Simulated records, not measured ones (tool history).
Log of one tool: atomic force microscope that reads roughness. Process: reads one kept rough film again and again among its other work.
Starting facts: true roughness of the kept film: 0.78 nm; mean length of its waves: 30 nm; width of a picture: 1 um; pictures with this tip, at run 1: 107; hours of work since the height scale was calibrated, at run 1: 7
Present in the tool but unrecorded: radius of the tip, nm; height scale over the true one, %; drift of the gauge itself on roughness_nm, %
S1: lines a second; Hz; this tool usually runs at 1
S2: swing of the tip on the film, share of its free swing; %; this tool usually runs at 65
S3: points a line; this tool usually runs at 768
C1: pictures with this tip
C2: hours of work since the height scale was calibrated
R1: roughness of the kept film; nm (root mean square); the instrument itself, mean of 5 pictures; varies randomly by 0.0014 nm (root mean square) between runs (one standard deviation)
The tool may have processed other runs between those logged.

{"run": 1, "hour": 0.0, "S1": 1, "S2": 65, "S3": 768, "C1": 107, "C2": 7, "R1": 0.734}
{"run": 2, "hour": 7.9, "S1": 1, "S2": 74, "S3": 768, "C1": 116, "C2": 11, "R1": 0.723}
{"run": 3, "hour": 17.2, "S1": 1, "S2": 74, "S3": 768, "C1": 125, "C2": 15, "R1": 0.722}
{"hour": 20.1, "done": "new tip fitted"}
{"run": 4, "hour": 24.4, "S1": 1, "S2": 79, "S3": 768, "C1": 4, "C2": 18, "R1": 0.73}
{"run": 5, "hour": 32.6, "S1": 1, "S2": 79, "S3": 768, "C1": 13, "C2": 22, "R1": 0.73}
{"run": 6, "hour": 43.2, "S1": 3.06, "S2": 79, "S3": 768, "C1": 24, "C2": 27, "R1": 0.664}
{"hour": 44.9, "done": "height scale calibrated on a step standard"}
{"run": 7, "hour": 56.5, "S1": 0.94, "S2": 88, "S3": 338, "C1": 37, "C2": 5, "R1": 0.706}
{"run": 8, "hour": 64.2, "S1": 1, "S2": 56, "S3": 665, "C1": 45, "C2": 9, "R1": 0.748}
{"hour": 69.0, "done": "height scale calibrated on a step standard, once more"}
{"run": 9, "hour": 76.7, "S1": 1, "S2": 56, "S3": 665, "C1": 57, "C2": 4, "R1": 0.747}
{"run": 10, "hour": 85.2, "S1": 1, "S2": 65, "S3": 333, "C1": 66, "C2": 8, "R1": 0.733}
{"run": 11, "hour": 98.1, "S1": 0.69, "S2": 77, "S3": 735, "C1": 79, "C2": 14, "R1": 0.732}

Each row is a separate what-if for the run after 11, all from the same tool condition, not one after another. Results?
{"run": "A", "hour": 105.1, "S1": 1.47, "S2": 80, "S3": 468, "C1": 86, "C2": 17, "R1": "?"}
{"run": "B", "hour": 105.1, "S1": 0.69, "S2": 79, "S3": 618, "C1": 86, "C2": 17, "R1": "?"}
{"run": "C", "hour": 105.1, "S1": 0.69, "S2": 77, "S3": 437, "C1": 86, "C2": 17, "R1": "?"}

run=A R1=0.699
run=B R1=0.73
run=C R1=0.724
Had the tool no hidden state, the same runs would have come out as:
run=A R1=0.712
run=B R1=0.743
run=C R1=0.737

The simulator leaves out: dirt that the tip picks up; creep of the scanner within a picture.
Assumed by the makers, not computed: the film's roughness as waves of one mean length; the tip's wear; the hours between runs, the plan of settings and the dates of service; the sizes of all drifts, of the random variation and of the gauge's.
